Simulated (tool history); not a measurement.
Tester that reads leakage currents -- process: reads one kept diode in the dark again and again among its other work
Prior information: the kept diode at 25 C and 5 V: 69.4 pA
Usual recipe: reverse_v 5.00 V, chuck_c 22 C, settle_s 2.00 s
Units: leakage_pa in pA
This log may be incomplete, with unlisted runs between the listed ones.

run	hour	reverse_v	chuck_c	settle_s	leakage_pa
1	0.0	5.00	22	2.00	60.61
2	259.6	5.00	22	2.00	61.35
3	394.1	5.00	22	2.00	62.01
4	640.9	5.00	22	2.00	62.15
# hour 807.6: chuck's temperature calibrated
# hour 870.1: probe card cleaned and baked
5	870.1	5.00	22	2.00	55.22
6	1060.0	5.00	22	2.00	56.23
7	1192.0	5.00	22	0.43	57.91
8	1309.7	5.00	22	2.00	56.93
9	1522.8	5.00	22	2.00	57.53
10	1725.6	5.00	22	1.67	57.91
11	1983.2	5.00	36	2.00	172.13
12	2113.8	5.00	47	1.60	384.21
13	2384.0	5.00	37	8.55	188.05
# hour 2467.6: tester calibrated
14	2523.8	5.00	42	1.68	266.44
15	2779.3	14.18	33	1.48	232.25
16	3021.7	1.16	29	3.13	50.23
17	3226.6	5.00	21	2.00	56.00
18	3370.1	8.37	30	0.68	147.01
19	3556.4	4.25	21	3.66	52.11
# hour 3648.6: chuck's temperature calibrated
# hour 3775.2: probe card cleaned and baked
20	3843.9	1.62	59	0.32	494.91
21	3967.7	1.62	59	0.32	496.91

Forecast each of these 3 alternatives for the next run:
A	4109.2	2.35	59	2.05	?
B	4109.2	19.63	52	0.32	?
C	4109.2	11.13	56	0.44	?

run	leakage_pa
A	597.43
B	1038.89
C	1031.22
What these runs would have given with no unlogged condition in the tool:
run	leakage_pa
A	587.53
B	1019.68
C	1013.23

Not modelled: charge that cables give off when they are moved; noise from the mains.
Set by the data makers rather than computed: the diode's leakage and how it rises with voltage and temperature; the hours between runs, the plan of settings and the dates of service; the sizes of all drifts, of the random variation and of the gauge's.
